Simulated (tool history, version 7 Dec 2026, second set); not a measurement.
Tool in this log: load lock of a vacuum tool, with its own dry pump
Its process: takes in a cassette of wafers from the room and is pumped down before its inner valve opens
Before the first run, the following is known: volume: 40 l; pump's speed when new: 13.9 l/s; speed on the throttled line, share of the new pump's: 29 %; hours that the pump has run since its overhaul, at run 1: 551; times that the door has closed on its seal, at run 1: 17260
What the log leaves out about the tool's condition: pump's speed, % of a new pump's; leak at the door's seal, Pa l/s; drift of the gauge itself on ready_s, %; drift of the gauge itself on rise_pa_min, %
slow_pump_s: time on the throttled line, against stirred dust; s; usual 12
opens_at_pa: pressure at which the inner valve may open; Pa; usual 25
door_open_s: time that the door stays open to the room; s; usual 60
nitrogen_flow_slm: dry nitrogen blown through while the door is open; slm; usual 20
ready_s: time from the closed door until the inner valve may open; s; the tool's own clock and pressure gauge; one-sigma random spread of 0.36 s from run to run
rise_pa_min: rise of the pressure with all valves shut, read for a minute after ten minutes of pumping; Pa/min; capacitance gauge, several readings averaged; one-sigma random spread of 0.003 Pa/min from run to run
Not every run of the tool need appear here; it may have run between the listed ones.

run    hour  slow_pump_s  opens_at_pa  door_open_s  nitrogen_flow_slm  hours that the pump has run since its overhaul  times that the door has closed on its seal  incoming humidity of the room's air, %  ready_s  rise_pa_min
  1       0           12           25           60                 20                                             551                                       17260                                    43.6     32.7        0.192
  2   217.4           12           25           60                 20                                             769                                       18204                                    44.7     32.7        0.207
  3   482.6           12           25           60                 20                                            1034                                       19356                                    42.9     32.8        0.217
  4   778.7           12           25           60                 20                                            1330                                       20641                                      48     32.8        0.252
  5  1093.1           12           25           60                 20                                            1645                                       22007                                    46.2     32.8        0.273
  6  1300.6           23           25           60                 20                                            1852                                       22908                                    46.9     41.1        0.291
  7  1609.5           12           25           60                 20                                            2161                                       24249                                    46.4     33.1        0.311
  8  1925.9           12           25           60                 20                                            2477                                       25623                                    49.4     33.4        0.352
  9  2149.8           12           25           60                 20                                            2701                                       26595                                    42.5       33        0.371
 10  2368.9           12           25           60                 20                                            2920                                       27547                                    43.3     34.2        0.378
 11  2582.1           12           25           60                 20                                            3134                                       28473                                    45.1     33.3        0.404
 12  2740.6           12           25           60                 20                                            3292                                       29161                                      45     32.9        0.414
 13  2971.2           12           25           60                 20                                            3523                                       30162                                    44.9     34.2        0.447
 14  3106.9           12           25           60                 21                                            3658                                       30752                                    44.3     33.1        0.461
     3287.2  -- door's seal changed, seat wiped
 15  3318.3           12           25           60                 21                                            3868                                         135                                    46.5     33.5        0.022
 16  3461.3           12           31           60                 21                                            4011                                         756                                    42.1     32.6        0.021
 17  3643.8           12           31           60                 21                                            4194                                        1549                                    44.6     32.6        0.027
 18  3906.6           12           25           60                 20                                            4457                                        2690                                      49     33.7        0.036
 19  4180.6           12           20           60                 20                                            4731                                        3880                                    44.9       34        0.045
 20  4323.9           12           20           60                 20                                            4874                                        4502                                    46.7     34.5        0.047
 21  4580.3           21           26           46                 20                                            5130                                        5616                                    48.5       39        0.061
 22  4794.4            8           21           60                  4                                            5344                                        6546                                    46.7     31.1         0.08
 23  5098.8            8           21           60                  4                                            5649                                        7868                                    45.3     31.5        0.102
 24  5350.3            8           21           60                  4                                            5900                                        8960                                    47.9     31.5        0.107
 25  5661.5            8           21           60                  4                                            6211                                       10311                                    45.6     31.5        0.126
 26  5857.5            8           21           60                  4                                            6407                                       11162                                    42.7     31.3        0.127
 27  6097.2           21           25          151                 20                                            6647                                       12203                                    44.2     40.9        0.147
 28  6243.8           19           25          151                 20                                            6794                                       12840                                    45.6     39.1        0.163
 29  6404.7           21           25           92                  5                                            6955                                       13538                                    44.7       40        0.173
 30  6546.5           11           25           92                 10                                            7096                                       14154                                    44.7     32.9        0.177
 31    6721           11           40           92                 12                                            7271                                       14912                                    45.5     31.9        0.183
 32  6910.2            7           38           46                  6                                            7460                                       15734                                    46.6     29.5        0.189
 33  7141.9           11           41           60                 20                                            7692                                       16740                                    46.5     31.9        0.197
 34  7411.8           18           27           60                 20                                            7962                                       17912                                    46.3     37.8        0.224
 35  7679.6           14           25          229                 30                                            8230                                       19075                                    46.6     35.5        0.261
 36  7956.8            9           18          121                 12                                            8507                                       20279                                    39.5     33.1        0.272
 37  8257.6           17           25           30                  9                                            8808                                       21585                                    42.8     37.2        0.277
 38  8512.6           22           48           51                 11                                            9063                                       22693                                    47.1     39.2        0.301

Alternative continuations, all from the tool just after run 38; predict every row:
  A  8787.8           12           25          186                 20                                            9338                                       23887                                    44.7        ?            ?
  B  8787.8           22           48           25                 11                                            9338                                       23887                                    48.1        ?            ?
  C  8787.8           15           48           93                 11                                            9338                                       23887                                    44.8        ?            ?

run  ready_s  rise_pa_min
  A     34.2        0.352
  B     38.9         0.31
  C     35.1        0.339
Without the tool's unlogged condition, the same runs would have read:
run  ready_s  rise_pa_min
  A     32.4        0.046
  B     37.5        0.007
  C     33.4        0.036
